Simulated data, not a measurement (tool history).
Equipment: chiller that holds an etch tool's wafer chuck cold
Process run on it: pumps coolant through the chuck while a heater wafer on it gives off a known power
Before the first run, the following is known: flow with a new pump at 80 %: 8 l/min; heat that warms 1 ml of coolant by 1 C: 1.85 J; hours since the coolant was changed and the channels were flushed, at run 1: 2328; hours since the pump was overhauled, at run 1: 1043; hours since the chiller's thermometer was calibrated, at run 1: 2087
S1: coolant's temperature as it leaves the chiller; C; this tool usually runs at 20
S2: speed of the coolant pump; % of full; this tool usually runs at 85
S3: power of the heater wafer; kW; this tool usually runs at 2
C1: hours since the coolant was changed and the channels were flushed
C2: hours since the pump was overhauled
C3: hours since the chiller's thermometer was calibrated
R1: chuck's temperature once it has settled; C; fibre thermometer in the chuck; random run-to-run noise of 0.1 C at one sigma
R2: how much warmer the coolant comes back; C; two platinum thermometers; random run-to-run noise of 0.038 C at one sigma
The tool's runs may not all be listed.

{"run": 1, "hour": 0.0, "S1": 20, "S2": 85, "S3": 2, "C1": 2328, "C2": 1043, "C3": 2087, "R1": 43.1, "R2": 7.65}
{"run": 2, "hour": 24.3, "S1": 20, "S2": 85, "S3": 2, "C1": 2353, "C2": 1068, "C3": 2111, "R1": 43.2, "R2": 7.67}
{"run": 3, "hour": 48.1, "S1": 20, "S2": 85, "S3": 2, "C1": 2377, "C2": 1091, "C3": 2135, "R1": 43.1, "R2": 7.66}
{"run": 4, "hour": 88.6, "S1": 15, "S2": 85, "S3": 2, "C1": 2417, "C2": 1132, "C3": 2175, "R1": 38.4, "R2": 7.72}
{"run": 5, "hour": 110.3, "S1": 20, "S2": 85, "S3": 1.589, "C1": 2439, "C2": 1153, "C3": 2197, "R1": 38.3, "R2": 6.09}
{"run": 6, "hour": 151.7, "S1": 16, "S2": 85, "S3": 2, "C1": 2480, "C2": 1195, "C3": 2238, "R1": 39.3, "R2": 7.74}
{"run": 7, "hour": 188.2, "S1": 16, "S2": 85, "S3": 2, "C1": 2517, "C2": 1231, "C3": 2275, "R1": 39.3, "R2": 7.66}
{"run": 8, "hour": 215.5, "S1": 16, "S2": 85, "S3": 2, "C1": 2544, "C2": 1259, "C3": 2302, "R1": 39.2, "R2": 7.71}
{"run": 9, "hour": 255.7, "S1": 16, "S2": 85, "S3": 2, "C1": 2584, "C2": 1299, "C3": 2342, "R1": 39.4, "R2": 7.63}
{"run": 10, "hour": 284.4, "S1": 16, "S2": 85, "S3": 2, "C1": 2613, "C2": 1328, "C3": 2371, "R1": 39.2, "R2": 7.71}
{"run": 11, "hour": 304.5, "S1": 20, "S2": 85, "S3": 2, "C1": 2633, "C2": 1348, "C3": 2391, "R1": 43.4, "R2": 7.69}
{"run": 12, "hour": 337.2, "S1": 20, "S2": 94, "S3": 2, "C1": 2666, "C2": 1380, "C3": 2424, "R1": 42.5, "R2": 6.95}
{"run": 13, "hour": 371.0, "S1": 20, "S2": 94, "S3": 2, "C1": 2699, "C2": 1414, "C3": 2458, "R1": 42.3, "R2": 7.09}
{"run": 14, "hour": 411.6, "S1": 20, "S2": 85, "S3": 2, "C1": 2740, "C2": 1455, "C3": 2498, "R1": 43.3, "R2": 7.71}
{"run": 15, "hour": 444.9, "S1": 19, "S2": 85, "S3": 2, "C1": 2773, "C2": 1488, "C3": 2531, "R1": 42.4, "R2": 7.69}
{"run": 16, "hour": 466.9, "S1": 19, "S2": 85, "S3": 2, "C1": 2795, "C2": 1510, "C3": 2554, "R1": 42.5, "R2": 7.8}
{"run": 17, "hour": 490.5, "S1": 20, "S2": 69, "S3": 1.07, "C1": 2819, "C2": 1534, "C3": 2577, "R1": 33.8, "R2": 5.09}
{"run": 18, "hour": 523.0, "S1": 20, "S2": 69, "S3": 1.07, "C1": 2851, "C2": 1566, "C3": 2610, "R1": 34.1, "R2": 5.1}
{"run": 19, "hour": 547.2, "S1": 20, "S2": 99, "S3": 1.637, "C1": 2876, "C2": 1590, "C3": 2634, "R1": 37.8, "R2": 5.5}
{"run": 20, "hour": 585.4, "S1": 18, "S2": 99, "S3": 1.017, "C1": 2914, "C2": 1629, "C3": 2672, "R1": 29, "R2": 3.37}
{"run": 21, "hour": 605.1, "S1": 28, "S2": 99, "S3": 1.138, "C1": 2933, "C2": 1648, "C3": 2692, "R1": 40.3, "R2": 3.78}
{"run": 22, "hour": 637.7, "S1": 28, "S2": 99, "S3": 1.138, "C1": 2966, "C2": 1681, "C3": 2724, "R1": 40.2, "R2": 3.81}
{"run": 23, "hour": 667.7, "S1": 28, "S2": 99, "S3": 1.138, "C1": 2996, "C2": 1711, "C3": 2754, "R1": 40.1, "R2": 3.8}
{"run": 24, "hour": 700.4, "S1": 28, "S2": 99, "S3": 1.138, "C1": 3029, "C2": 1744, "C3": 2787, "R1": 40.2, "R2": 3.82}
{"run": 25, "hour": 736.2, "S1": 18, "S2": 85, "S3": 1.073, "C1": 3065, "C2": 1779, "C3": 2823, "R1": 30.4, "R2": 4.22}
{"run": 26, "hour": 770.8, "S1": 18, "S2": 85, "S3": 1.073, "C1": 3099, "C2": 1814, "C3": 2857, "R1": 30.3, "R2": 4.17}
{"run": 27, "hour": 812.3, "S1": 18, "S2": 85, "S3": 1.073, "C1": 3141, "C2": 1856, "C3": 2899, "R1": 30.8, "R2": 4.13}
{"run": 28, "hour": 840.2, "S1": 15, "S2": 85, "S3": 1.941, "C1": 3169, "C2": 1883, "C3": 2927, "R1": 38, "R2": 7.4}
{"run": 29, "hour": 861.0, "S1": 15, "S2": 77, "S3": 1.941, "C1": 3189, "C2": 1904, "C3": 2948, "R1": 39.3, "R2": 8.22}
{"run": 30, "hour": 903.0, "S1": 20, "S2": 69, "S3": 1.413, "C1": 3231, "C2": 1946, "C3": 2990, "R1": 38.7, "R2": 6.72}
{"run": 31, "hour": 935.3, "S1": 20, "S2": 69, "S3": 1.413, "C1": 3264, "C2": 1978, "C3": 3022, "R1": 38.7, "R2": 6.71}
{"run": 32, "hour": 967.6, "S1": 20, "S2": 80, "S3": 1.066, "C1": 3296, "C2": 2011, "C3": 3054, "R1": 32.9, "R2": 4.4}

What would each run have given without the hidden state, its run-to-run variation left as it was?
The tool's hidden condition here consists of: heat passed by the chuck's channels, % of clean ones'; flow at a given pump speed, % of a new pump's; coolant's true temperature over the reading, C; drift of the gauge itself on chuck_c, C; drift of the gauge itself on warmer_back_c, C.
run=1 R1=41.6 R2=7.61
run=2 R1=41.7 R2=7.63
run=3 R1=41.6 R2=7.61
run=4 R1=36.9 R2=7.67
run=5 R1=37.2 R2=6.05
run=6 R1=37.8 R2=7.69
run=7 R1=37.7 R2=7.61
run=8 R1=37.6 R2=7.66
run=9 R1=37.7 R2=7.58
run=10 R1=37.6 R2=7.65
run=11 R1=41.7 R2=7.63
run=12 R1=40.9 R2=6.89
run=13 R1=40.7 R2=7.03
run=14 R1=41.5 R2=7.64
run=15 R1=40.7 R2=7.62
run=16 R1=40.7 R2=7.73
run=17 R1=32.9 R2=5.04
run=18 R1=33.2 R2=5.05
run=19 R1=36.4 R2=5.44
run=20 R1=28.3 R2=3.33
run=21 R1=39.5 R2=3.74
run=22 R1=39.4 R2=3.77
run=23 R1=39.3 R2=3.76
run=24 R1=39.4 R2=3.78
run=25 R1=29.6 R2=4.17
run=26 R1=29.4 R2=4.12
run=27 R1=29.9 R2=4.08
run=28 R1=36 R2=7.31
run=29 R1=37.1 R2=8.12
run=30 R1=37.2 R2=6.63
run=31 R1=37.1 R2=6.62
run=32 R1=31.9 R2=4.34
